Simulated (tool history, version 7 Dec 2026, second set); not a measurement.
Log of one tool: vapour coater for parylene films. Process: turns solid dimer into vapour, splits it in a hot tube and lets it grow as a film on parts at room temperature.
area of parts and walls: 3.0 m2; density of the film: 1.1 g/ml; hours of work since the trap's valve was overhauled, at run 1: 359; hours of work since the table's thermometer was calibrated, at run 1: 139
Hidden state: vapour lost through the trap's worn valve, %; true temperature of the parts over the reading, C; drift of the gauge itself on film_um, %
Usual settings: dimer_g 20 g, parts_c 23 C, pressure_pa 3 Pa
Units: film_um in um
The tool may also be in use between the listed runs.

| run | day | dimer_g | parts_c | pressure_pa | hours of work since the trap's valve was overhauled | hours of work since the table's thermometer was calibrated | film_um |
|---|---|---|---|---|---|---|---|
| 1 | 0 | 20 | 23 | 3 | 359 | 139 | 3.8 |
| 2 | 0.504 | 20 | 23 | 3 | 364 | 144 | 3.83 |
| 3 | 0.95 | 20 | 23 | 3 | 368 | 148 | 3.8 |
| 4 | 1.538 | 20 | 23 | 3 | 374 | 154 | 3.82 |
| 5 | 2.146 | 20 | 23 | 3 | 380 | 160 | 3.82 |
| 6 | 2.65 | 20 | 23 | 3 | 385 | 165 | 3.81 |
| 7 | 3.058 | 20 | 24 | 3 | 389 | 169 | 3.65 |
| 8 | 3.479 | 20 | 23 | 3 | 393 | 173 | 3.82 |
| 9 | 4.017 | 20 | 23 | 3 | 399 | 179 | 3.8 |
| 10 | 4.646 | 20 | 23 | 3 | 405 | 185 | 3.79 |
| 11 | 4.958 | 20 | 23 | 3 | 408 | 188 | 3.79 |
| 12 | 5.625 | 20 | 23 | 3 | 415 | 195 | 3.82 |
| 13 | 5.983 | 20 | 23 | 3 | 418 | 198 | 3.81 |
| 14 | 6.658 | 20 | 23 | 3 | 425 | 205 | 3.83 |
| 15 | 7.138 | 20 | 23 | 3 | 430 | 210 | 3.81 |
|  | 7.229 | table's thermometer calibrated |
| 16 | 7.588 | 20 | 22 | 3 | 434 | 4 | 4.02 |
| 17 | 8.229 | 20 | 23 | 3 | 440 | 10 | 3.81 |
| 18 | 8.562 | 20 | 23 | 3 | 443 | 13 | 3.81 |
|  | 8.804 | table's thermometer calibrated, once more |
| 19 | 8.946 | 20 | 23 | 3 | 447 | 1 | 3.76 |
| 20 | 9.338 | 20 | 23 | 3 | 451 | 5 | 3.74 |
| 21 | 9.854 | 20 | 23 | 3.33 | 456 | 10 | 3.72 |
| 22 | 10.242 | 11 | 23 | 3 | 460 | 14 | 2.05 |
| 23 | 10.654 | 11 | 23 | 3 | 464 | 18 | 2.08 |
| 24 | 11.179 | 11 | 23 | 3 | 469 | 24 | 2.08 |
| 25 | 11.533 | 20 | 16 | 3.61 | 472 | 27 | 5.17 |

Run 26 comes next. What will it give?
| 26 | 12 | 20 | 16 | 3.61 | 477 | 32 | ? |

film_um: 5.12 um
Without the tool's hidden state the same run would have given film_um 5.5 um.
